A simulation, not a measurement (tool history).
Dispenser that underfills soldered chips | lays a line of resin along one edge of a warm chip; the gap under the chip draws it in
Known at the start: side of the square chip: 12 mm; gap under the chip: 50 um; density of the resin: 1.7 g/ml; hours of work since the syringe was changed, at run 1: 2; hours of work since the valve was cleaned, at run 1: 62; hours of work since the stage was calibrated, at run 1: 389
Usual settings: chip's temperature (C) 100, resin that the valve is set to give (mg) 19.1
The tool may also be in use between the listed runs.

run	hour	chip's temperature (C)	resin that the valve is set to give (mg)	hours of work since the syringe was changed	hours of work since the valve was cleaned	hours of work since the stage was calibrated	time until the resin shows at the far edge (s)	resin that the valve gave (mg)
1	0.0	100	19.1	2	62	389	61.4	18.42
2	7.4	100	19.1	7	67	394	74.0	18.47
# hour 9.8: new syringe of resin
# hour 21.9: new syringe of resin
3	22.4	100	17.9	0	77	404	59.0	17.18
4	31.5	113	19.1	7	83	411	51.9	18.30
# hour 34.1: new syringe of resin
# hour 45.8: new syringe of resin
5	45.8	100	19.4	0	93	421	55.8	18.41
6	53.3	100	21.3	5	98	426	65.2	20.07
# hour 57.7: new syringe of resin
7	61.7	100	21.3	3	104	432	64.5	20.27
# hour 65.0: dispensing valve cleaned and set on the balance
# hour 71.4: new syringe of resin
8	77.3	109	19.1	4	9	442	51.5	19.09
# hour 82.9: new syringe of resin
9	84.5	108	19.1	1	13	447	48.5	18.94
# hour 95.0: new syringe of resin
10	97.0	101	19.1	1	22	455	57.2	18.93
# hour 107.1: new syringe of resin
11	109.1	101	19.1	1	30	464	59.5	18.76
# hour 119.0: new syringe of resin
12	121.0	101	19.1	1	39	472	57.9	18.63
# hour 130.5: new syringe of resin
13	136.4	99	21.8	4	49	483	65.9	21.15
# hour 142.6: new syringe of resin
14	148.1	109	17.7	4	58	491	52.2	17.15
# hour 154.4: new syringe of resin
15	163.0	96	18.2	6	68	501	78.8	17.51

Forecast run 16:
# hour 166.1: new syringe of resin
16	171.2	96	18.2	4	73	507	?	?

{"run 16": {"time until the resin shows at the far edge (s)": 72.0, "resin that the valve gave (mg)": 17.53}}
Without the tool's hidden state the same run would have given time until the resin shows at the far edge (s) 68.3, resin that the valve gave (mg) 18.24.
